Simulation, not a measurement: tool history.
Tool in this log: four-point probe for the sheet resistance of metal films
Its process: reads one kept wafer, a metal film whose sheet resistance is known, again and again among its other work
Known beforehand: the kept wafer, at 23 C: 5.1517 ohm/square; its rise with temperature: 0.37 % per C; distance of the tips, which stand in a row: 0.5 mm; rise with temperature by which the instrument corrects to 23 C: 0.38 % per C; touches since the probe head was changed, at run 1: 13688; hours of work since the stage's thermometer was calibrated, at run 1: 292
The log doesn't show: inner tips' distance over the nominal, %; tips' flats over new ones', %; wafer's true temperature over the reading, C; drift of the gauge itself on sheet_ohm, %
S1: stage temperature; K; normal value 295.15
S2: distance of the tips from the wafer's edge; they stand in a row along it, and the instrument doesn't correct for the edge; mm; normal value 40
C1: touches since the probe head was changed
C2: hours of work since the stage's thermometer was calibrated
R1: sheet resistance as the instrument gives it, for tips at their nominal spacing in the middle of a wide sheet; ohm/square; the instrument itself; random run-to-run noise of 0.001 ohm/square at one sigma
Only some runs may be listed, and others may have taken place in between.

Run 1, hour 0.0: usual settings; C1 13688; C2 292. Result: R1 5.170028 ohm/square.
Run 2, hour 22.2: usual settings; C1 14054; C2 302. Result: R1 5.169865 ohm/square.
Run 3, hour 55.6: usual settings; C1 14607; C2 317. Result: R1 5.168259 ohm/square.
Run 4, hour 84.2: usual settings; C1 15081; C2 329. Result: R1 5.170971 ohm/square.
Run 5, hour 115.3: usual settings; C1 15594; C2 343. Result: R1 5.169803 ohm/square.
Run 6, hour 138.3: usual settings but S2 25 mm; C1 15976; C2 353. Result: R1 5.170013 ohm/square.
Run 7, hour 154.2: usual settings but S2 5 mm; C1 16238; C2 360. Result: R1 5.199248 ohm/square.
Run 8, hour 177.2: usual settings; C1 16618; C2 370. Result: R1 5.171741 ohm/square.
Run 9, hour 191.9: usual settings; C1 16862; C2 376. Result: R1 5.169786 ohm/square.
Run 10, hour 214.8: usual settings but S1 297.15 K, S2 4 mm; C1 17239; C2 386. Result: R1 5.212367 ohm/square.
Run 11, hour 241.9: usual settings but S1 294.15 K; C1 17689; C2 398. Result: R1 5.172039 ohm/square.
Run 12, hour 264.1: usual settings but S1 291.15 K, S2 3 mm; C1 18056; C2 408. Result: R1 5.251001 ohm/square.
Run 13, hour 283.5: usual settings but S1 291.15 K, S2 3 mm; C1 18376; C2 417. Result: R1 5.250349 ohm/square.
Run 14, hour 311.6: usual settings but S1 291.15 K, S2 3 mm; C1 18841; C2 429. Result: R1 5.250940 ohm/square.
Run 15, hour 344.2: usual settings but S1 307.15 K, S2 8 mm; C1 19381; C2 443. Result: R1 5.176039 ohm/square.
Run 16, hour 369.0: usual settings but S1 297.15 K, S2 3 mm; C1 19790; C2 454. Result: R1 5.249331 ohm/square.
Run 17, hour 400.3: usual settings but S1 301.15 K, S2 5 mm; C1 20309; C2 468. Result: R1 5.196454 ohm/square.
Run 18, hour 425.4: usual settings but S1 301.15 K, S2 5 mm; C1 20723; C2 479. Result: R1 5.196967 ohm/square.

Results per run with the tool's hidden condition removed, run-to-run variation unchanged:
run        R1
  1  5.153708
  2  5.153328
  3  5.151406
  4  5.153830
  5  5.152374
  6  5.152374
  7  5.181358
  8  5.153713
  9  5.151609
 10  5.193842
 11  5.153360
 12  5.231814
 13  5.230975
 14  5.231295
 15  5.156473
 16  5.229189
 17  5.176224
 18  5.176500
